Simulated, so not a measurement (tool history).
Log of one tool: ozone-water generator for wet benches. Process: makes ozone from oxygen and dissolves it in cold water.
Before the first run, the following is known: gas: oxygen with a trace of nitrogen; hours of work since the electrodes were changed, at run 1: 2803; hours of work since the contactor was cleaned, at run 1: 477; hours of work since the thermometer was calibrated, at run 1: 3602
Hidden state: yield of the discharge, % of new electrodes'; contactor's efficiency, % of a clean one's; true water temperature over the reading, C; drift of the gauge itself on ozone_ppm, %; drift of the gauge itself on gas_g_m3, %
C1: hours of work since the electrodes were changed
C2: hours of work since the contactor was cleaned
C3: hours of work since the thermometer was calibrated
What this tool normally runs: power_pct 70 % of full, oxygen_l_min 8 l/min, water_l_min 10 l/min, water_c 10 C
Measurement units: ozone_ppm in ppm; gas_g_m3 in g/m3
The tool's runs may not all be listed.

{"run": 1, "hour": 0.0, "power_pct": 70, "oxygen_l_min": 8, "water_l_min": 10, "water_c": 10, "C1": 2803, "C2": 477, "C3": 3602, "ozone_ppm": 40.7, "gas_g_m3": 200.7}
{"run": 2, "hour": 102.3, "power_pct": 70, "oxygen_l_min": 8, "water_l_min": 10, "water_c": 10, "C1": 2892, "C2": 566, "C3": 3691, "ozone_ppm": 40.6, "gas_g_m3": 199.6}
{"run": 3, "hour": 181.9, "power_pct": 70, "oxygen_l_min": 8, "water_l_min": 11, "water_c": 10, "C1": 2961, "C2": 635, "C3": 3760, "ozone_ppm": 37.8, "gas_g_m3": 203.7}
{"run": 4, "hour": 278.0, "power_pct": 70, "oxygen_l_min": 8, "water_l_min": 11, "water_c": 10, "C1": 3044, "C2": 719, "C3": 3843, "ozone_ppm": 37.6, "gas_g_m3": 203}
{"run": 5, "hour": 328.2, "power_pct": 56, "oxygen_l_min": 8, "water_l_min": 10, "water_c": 10, "C1": 3088, "C2": 762, "C3": 3887, "ozone_ppm": 33.7, "gas_g_m3": 166.8}
{"run": 6, "hour": 383.7, "power_pct": 56, "oxygen_l_min": 8, "water_l_min": 10, "water_c": 10, "C1": 3136, "C2": 810, "C3": 3935, "ozone_ppm": 33.4, "gas_g_m3": 168.7}
{"run": 7, "hour": 439.6, "power_pct": 48, "oxygen_l_min": 4.78, "water_l_min": 11, "water_c": 14, "C1": 3185, "C2": 859, "C3": 3983, "ozone_ppm": 25.3, "gas_g_m3": 177.8}
{"run": 8, "hour": 508.0, "power_pct": 72, "oxygen_l_min": 7, "water_l_min": 10, "water_c": 14, "C1": 3244, "C2": 918, "C3": 4043, "ozone_ppm": 37.8, "gas_g_m3": 217.1}
{"run": 9, "hour": 618.4, "power_pct": 70, "oxygen_l_min": 8, "water_l_min": 11, "water_c": 10, "C1": 3340, "C2": 1014, "C3": 4139, "ozone_ppm": 38.4, "gas_g_m3": 202}
{"run": 10, "hour": 726.5, "power_pct": 43, "oxygen_l_min": 8, "water_l_min": 11, "water_c": 5, "C1": 3434, "C2": 1108, "C3": 4232, "ozone_ppm": 28.1, "gas_g_m3": 134.7}

Predict the results of run 11:
{"run": 11, "hour": 824.9, "power_pct": 75, "oxygen_l_min": 5.95, "water_l_min": 11, "water_c": 5, "C1": 3519, "C2": 1193, "C3": 4318, "ozone_ppm": "?", "gas_g_m3": "?"}

For run 11 the tool returned ozone_ppm 43.9 ppm, gas_g_m3 237.7 g/m3.
On a tool with no hidden condition, and with the same random variation, this run would have come out at ozone_ppm 44 ppm, gas_g_m3 238.1 g/m3.
